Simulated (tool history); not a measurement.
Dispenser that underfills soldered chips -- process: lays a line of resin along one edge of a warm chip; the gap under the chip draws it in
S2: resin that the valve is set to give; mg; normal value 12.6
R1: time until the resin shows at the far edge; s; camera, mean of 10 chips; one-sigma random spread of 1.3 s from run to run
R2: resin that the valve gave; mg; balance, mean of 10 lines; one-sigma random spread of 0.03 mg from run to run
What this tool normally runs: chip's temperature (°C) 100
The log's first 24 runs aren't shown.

run 25 hour=113.8 | chip's_temperature_(°C)=114 S2=12.6 | R1=116.5 R2=12.12
-- hour=117.7 dispensing valve cleaned and set on the balance
run 26 hour=117.9 | chip's_temperature_(°C)=112 S2=14.5 | R1=142.4 R2=14.44
-- hour=119.0 new syringe of resin
run 27 hour=123.8 | chip's_temperature_(°C)=112 S2=14.5 | R1=103.5 R2=14.48
run 28 hour=127.5 | chip's_temperature_(°C)=94 S2=14.5 | R1=265.2 R2=14.44
-- hour=131.7 new syringe of resin
run 29 hour=133.6 | chip's_temperature_(°C)=94 S2=14.5 | R1=192.0 R2=14.36
run 30 hour=138.2 | chip's_temperature_(°C)=111 S2=13.4 | R1=120.2 R2=13.35
run 31 hour=142.0 | chip's_temperature_(°C)=102 S2=11.7 | R1=211.5 R2=11.62
-- hour=144.7 new syringe of resin
run 32 hour=148.2 | chip's_temperature_(°C)=100 S2=12.5 | R1=164.8 R2=12.43
run 33 hour=152.2 | chip's_temperature_(°C)=111 S2=13.0 | R1=127.3 R2=12.86
-- hour=157.7 new syringe of resin
run 34 hour=158.9 | chip's_temperature_(°C)=111 S2=11.9 | R1=91.9 R2=11.81
run 35 hour=163.9 | chip's_temperature_(°C)=105 S2=11.9 | R1=154.5 R2=11.73

Each row is a separate what-if for the run after 35, all from the same tool condition, not one after another. Results?
run A hour=166.8 | chip's_temperature_(°C)=97 S2=11.1 | R1=? R2=?
run B hour=166.8 | chip's_temperature_(°C)=97 S2=10.9 | R1=? R2=?
run C hour=166.8 | chip's_temperature_(°C)=93 S2=12.6 | R1=? R2=?
run D hour=166.8 | chip's_temperature_(°C)=90 S2=11.5 | R1=? R2=?
run E hour=166.8 | chip's_temperature_(°C)=112 S2=12.6 | R1=? R2=?

run=A R1=252.0 R2=10.96
run=B R1=255.2 R2=10.78
run=C R1=295.0 R2=12.44
run=D R1=332.7 R2=11.42
run=E R1=132.3 R2=12.49
What these runs would have given with no unlogged condition in the tool:
run=A R1=152.3 R2=11.08
run=B R1=154.2 R2=10.90
run=C R1=178.4 R2=12.57
run=D R1=200.6 R2=11.55
run=E R1=80.1 R2=12.62
